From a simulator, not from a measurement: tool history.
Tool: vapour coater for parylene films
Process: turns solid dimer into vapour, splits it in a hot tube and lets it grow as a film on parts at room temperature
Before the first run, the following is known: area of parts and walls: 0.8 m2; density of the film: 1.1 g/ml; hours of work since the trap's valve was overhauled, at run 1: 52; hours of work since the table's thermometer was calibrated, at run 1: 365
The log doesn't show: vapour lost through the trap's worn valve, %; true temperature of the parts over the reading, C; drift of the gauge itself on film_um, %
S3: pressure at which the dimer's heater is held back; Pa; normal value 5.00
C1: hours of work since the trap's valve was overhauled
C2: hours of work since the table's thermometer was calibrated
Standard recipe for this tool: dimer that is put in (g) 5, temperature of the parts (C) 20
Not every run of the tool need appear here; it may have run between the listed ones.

Run 1, hour 0.0: usual settings; C1 52; C2 365. Result: thickness of the film (um) 3.32.
Run 2, hour 18.8: usual settings; C1 62; C2 375. Result: thickness of the film (um) 3.31.
Run 3, hour 36.9: usual settings; C1 73; C2 386. Result: thickness of the film (um) 3.34.
Run 4, hour 47.5: usual settings; C1 79; C2 392. Result: thickness of the film (um) 3.33.
Run 5, hour 63.0: usual settings; C1 88; C2 401. Result: thickness of the film (um) 3.29.
Run 6, hour 80.9: usual settings; C1 98; C2 411. Result: thickness of the film (um) 3.31.
Run 7, hour 89.4: usual settings; C1 103; C2 416. Result: thickness of the film (um) 3.30.
Run 8, hour 107.0: usual settings but dimer that is put in (g) 6; C1 113; C2 426. Result: thickness of the film (um) 3.96.
At hour 109.1: table's thermometer calibrated.
Run 9, hour 122.3: usual settings but dimer that is put in (g) 6; C1 121; C2 8. Result: thickness of the film (um) 3.95.
Run 10, hour 139.1: usual settings but dimer that is put in (g) 6; C1 131; C2 17. Result: thickness of the film (um) 3.92.
Run 11, hour 151.1: usual settings but dimer that is put in (g) 9, temperature of the parts (C) 22, S3 4.86 Pa; C1 138; C2 24. Result: thickness of the film (um) 5.63.
At hour 165.9: table's thermometer calibrated, once more.
Run 12, hour 166.7: usual settings but dimer that is put in (g) 9, temperature of the parts (C) 22, S3 4.86 Pa; C1 146; C2 0. Result: thickness of the film (um) 5.50.
Run 13, hour 180.2: usual settings but dimer that is put in (g) 6, temperature of the parts (C) 24; C1 154; C2 8. Result: thickness of the film (um) 3.40.
Run 14, hour 189.1: usual settings but S3 2.48 Pa; C1 159; C2 13. Result: thickness of the film (um) 3.81.
Run 15, hour 204.3: usual settings but dimer that is put in (g) 2, temperature of the parts (C) 13, S3 8.65 Pa; C1 168; C2 22. Result: thickness of the film (um) 1.44.
Run 16, hour 221.8: usual settings but dimer that is put in (g) 3, temperature of the parts (C) 23, S3 2.29 Pa; C1 178; C2 32. Result: thickness of the film (um) 2.07.

What if the next run were any one of these 3? Each begins from the tool's condition after run 16:
Run A, hour 238.9: usual settings but dimer that is put in (g) 3, temperature of the parts (C) 23, S3 3.19 Pa; C1 187; C2 42. Result: thickness of the film (um) ?.
Run B, hour 238.9: usual settings but temperature of the parts (C) 29, S3 2.02 Pa; C1 187; C2 42. Result: thickness of the film (um) ?.
Run C, hour 238.9: usual settings but dimer that is put in (g) 2; C1 187; C2 42. Result: thickness of the film (um) ?.

run  thickness of the film (um)
  A                        1.91
  B                        2.97
  C                        1.29
With no hidden state in the tool, these same runs would have given:
run  thickness of the film (um)
  A                        1.97
  B                        3.06
  C                        1.33
